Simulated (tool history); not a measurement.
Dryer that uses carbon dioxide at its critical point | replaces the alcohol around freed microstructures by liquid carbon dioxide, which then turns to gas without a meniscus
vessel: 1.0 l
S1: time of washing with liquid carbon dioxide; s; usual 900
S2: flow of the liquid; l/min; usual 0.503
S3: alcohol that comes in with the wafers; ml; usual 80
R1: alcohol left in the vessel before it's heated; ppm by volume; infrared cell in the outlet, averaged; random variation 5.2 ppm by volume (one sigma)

Run 1, day 0: usual settings. Result: R1 205 ppm by volume.
Run 2, day 0.696: usual settings. Result: R1 212 ppm by volume.
Run 3, day 1.667: usual settings but S2 0.806 l/min. Result: R1 45 ppm by volume.
Run 4, day 2.788: usual settings but S2 0.806 l/min. Result: R1 28 ppm by volume.
Run 5, day 3.638: usual settings but S2 0.806 l/min. Result: R1 31 ppm by volume.
Run 6, day 4.846: usual settings but S2 0.806 l/min. Result: R1 26 ppm by volume.
Run 7, day 5.742: usual settings but S2 0.364 l/min. Result: R1 656 ppm by volume.
Run 8, day 6.804: usual settings but S2 0.338 l/min. Result: R1 930 ppm by volume.
Run 9, day 8.342: usual settings but S1 1380 s, S2 0.356 l/min, S3 23 ml. Result: R1 35 ppm by volume.
Run 10, day 9.892: usual settings but S1 1080 s, S2 0.741 l/min, S3 25 ml. Result: R1 28 ppm by volume.
Run 11, day 11.475: usual settings but S1 720 s, S2 0.413 l/min, S3 25 ml. Result: R1 363 ppm by volume.
Run 12, day 12.842: usual settings but S1 960 s, S2 0.381 l/min, S3 58 ml. Result: R1 313 ppm by volume.
Run 13, day 13.883: usual settings but S1 960 s, S2 0.381 l/min, S3 58 ml. Result: R1 331 ppm by volume.
Run 14, day 14.583: usual settings but S1 660 s, S2 0.416 l/min, S3 42 ml. Result: R1 828 ppm by volume.
Run 15, day 15.429: usual settings but S1 780 s, S2 0.362 l/min, S3 42 ml. Result: R1 768 ppm by volume.
Run 16, day 16.379: usual settings but S1 780 s, S2 0.362 l/min, S3 42 ml. Result: R1 789 ppm by volume.

Not shown: 1 entry that the log had between the listed runs. Between which runs, and how does the tool's hidden state differ before and after?
Between runs 3 and 4: inlet filter changed (day 2.546)
  flow that reaches the vessel past the clogged filter, %: 89.1 -> 99.6; alcohol in the recycled carbon dioxide, ppm: 23.5 -> 24
  measured less the result without the state, R1: +22 -> +20 ppm by volume

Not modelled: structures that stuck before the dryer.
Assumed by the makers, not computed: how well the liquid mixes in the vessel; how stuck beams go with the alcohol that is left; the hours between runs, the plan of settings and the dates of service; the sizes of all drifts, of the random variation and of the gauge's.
